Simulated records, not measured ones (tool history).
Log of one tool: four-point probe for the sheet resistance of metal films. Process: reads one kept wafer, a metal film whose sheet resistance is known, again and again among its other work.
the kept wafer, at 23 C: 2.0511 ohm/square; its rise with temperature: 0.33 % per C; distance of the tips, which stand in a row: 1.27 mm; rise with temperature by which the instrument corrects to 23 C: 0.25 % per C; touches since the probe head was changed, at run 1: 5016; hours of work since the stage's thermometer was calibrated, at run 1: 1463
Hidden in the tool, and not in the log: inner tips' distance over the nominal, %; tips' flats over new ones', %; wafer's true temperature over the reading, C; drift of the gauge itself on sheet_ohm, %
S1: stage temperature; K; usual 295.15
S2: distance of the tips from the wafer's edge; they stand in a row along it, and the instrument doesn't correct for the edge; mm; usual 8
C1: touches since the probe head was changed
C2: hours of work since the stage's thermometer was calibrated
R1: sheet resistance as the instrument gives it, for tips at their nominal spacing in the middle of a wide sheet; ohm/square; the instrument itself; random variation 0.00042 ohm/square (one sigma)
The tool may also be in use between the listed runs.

{"run": 1, "day": 0.0, "S1": 295.15, "S2": 8, "C1": 5016, "C2": 1463, "R1": 2.070063}
{"run": 2, "day": 2.317, "S1": 295.15, "S2": 49, "C1": 6032, "C2": 1490, "R1": 2.043631}
{"run": 3, "day": 3.842, "S1": 295.15, "S2": 49, "C1": 6702, "C2": 1508, "R1": 2.042793}
{"run": 4, "day": 5.292, "S1": 295.15, "S2": 49, "C1": 7339, "C2": 1525, "R1": 2.042456}
{"run": 5, "day": 7.129, "S1": 302.15, "S2": 49, "C1": 8146, "C2": 1547, "R1": 2.053832}
{"run": 6, "day": 9.517, "S1": 302.15, "S2": 49, "C1": 9193, "C2": 1575, "R1": 2.052746}
{"run": 7, "day": 11.929, "S1": 302.15, "S2": 49, "C1": 10254, "C2": 1603, "R1": 2.053552}
{"run": 8, "day": 14.05, "S1": 302.15, "S2": 49, "C1": 11185, "C2": 1628, "R1": 2.052546}
{"run": 9, "day": 16.083, "S1": 302.15, "S2": 49, "C1": 12078, "C2": 1652, "R1": 2.052515}
{"day": 17.012, "done": "stage's thermometer calibrated"}
{"run": 10, "day": 18.0, "S1": 302.15, "S2": 49, "C1": 12909, "C2": 12, "R1": 2.051589}
{"run": 11, "day": 21.2, "S1": 302.15, "S2": 49, "C1": 14314, "C2": 49, "R1": 2.051571}
{"day": 22.625, "done": "stage's thermometer calibrated, once more"}
{"run": 12, "day": 24.317, "S1": 292.15, "S2": 30, "C1": 15674, "C2": 20, "R1": 2.039382}
{"run": 13, "day": 26.429, "S1": 292.15, "S2": 30, "C1": 16601, "C2": 45, "R1": 2.039267}
{"run": 14, "day": 28.738, "S1": 292.15, "S2": 30, "C1": 17615, "C2": 72, "R1": 2.039305}
{"run": 15, "day": 31.95, "S1": 294.15, "S2": 5, "C1": 19025, "C2": 110, "R1": 2.108196}
{"run": 16, "day": 34.804, "S1": 291.15, "S2": 13, "C1": 20278, "C2": 144, "R1": 2.045046}
{"run": 17, "day": 36.546, "S1": 291.15, "S2": 13, "C1": 21043, "C2": 164, "R1": 2.04458}
{"run": 18, "day": 39.088, "S1": 306.15, "S2": 4, "C1": 22159, "C2": 194, "R1": 2.162808}
{"run": 19, "day": 41.9, "S1": 306.15, "S2": 4, "C1": 23394, "C2": 227, "R1": 2.162211}

Forecast each of these 3 alternatives for the next run:
{"run": "A", "day": 44.054, "S1": 294.15, "S2": 21, "C1": 24339, "C2": 253, "R1": "?"}
{"run": "B", "day": 44.054, "S1": 295.15, "S2": 15, "C1": 24339, "C2": 253, "R1": "?"}
{"run": "C", "day": 44.054, "S1": 306.15, "S2": 12, "C1": 24339, "C2": 253, "R1": "?"}

run=A R1=2.042368
run=B R1=2.047705
run=C R1=2.069409
Without the tool's hidden state the same runs would have given:
run=A R1=2.051918
run=B R1=2.057277
run=C R1=2.079063

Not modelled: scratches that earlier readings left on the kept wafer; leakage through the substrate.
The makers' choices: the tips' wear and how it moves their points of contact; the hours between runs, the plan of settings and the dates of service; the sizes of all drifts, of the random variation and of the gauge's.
